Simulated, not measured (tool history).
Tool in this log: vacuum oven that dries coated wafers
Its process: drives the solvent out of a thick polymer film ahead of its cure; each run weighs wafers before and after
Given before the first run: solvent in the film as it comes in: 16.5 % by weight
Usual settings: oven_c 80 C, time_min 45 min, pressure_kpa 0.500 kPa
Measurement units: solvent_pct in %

run    day  oven_c  time_min  pressure_kpa  solvent_pct
  1  0.000      80        45         0.500         0.70
  2  0.408      80        45         0.500         0.68
  3  0.883      80        45         0.500         0.69
  4  1.325      80        45         0.290         0.67
  5  1.754      80        45         0.290         0.66
  6  2.279      80        45         1.861         0.94
  7  2.642      80        45         1.861         0.94
  8  3.150      80        45         1.861         0.92
  9  3.542      80        45         1.861         0.94
 10  3.954      80        42         0.500         0.79
 11  4.342      80        45         0.500         0.68
 12  4.862      94        23         1.328         0.31
 13  5.404      72        78         0.714         0.94
 14  5.654      72        78         0.714         0.89
 15  6.017      76        28         0.714         3.36
 16  6.304      76        28         0.714         3.33
 17  6.633      76        36         0.389         2.20
 18  6.979      76        36         0.389         2.18
 19  7.329      89        43         0.500         0.11
 20  7.762      73        25         0.260         4.89
 21  8.292      93        44         0.500         0.09
 22  8.692      94        45         1.337         0.19

5 options for the next run, each taken on its own from the tool as it stands now. Forecast them:
  A  9.171      86        65         1.946            ?
  B  9.171      83        56         0.500            ?
  C  9.171      84        38         0.280            ?
  D  9.171      92        29         1.489            ?
  E  9.171      94        24         1.120            ?

run  solvent_pct
  A         0.34
  B         0.17
  C         0.42
  D         0.30
  E         0.25
Without the tool's hidden state the same runs would have given:
run  solvent_pct
  A         0.33
  B         0.17
  C         0.44
  D         0.30
  E         0.26
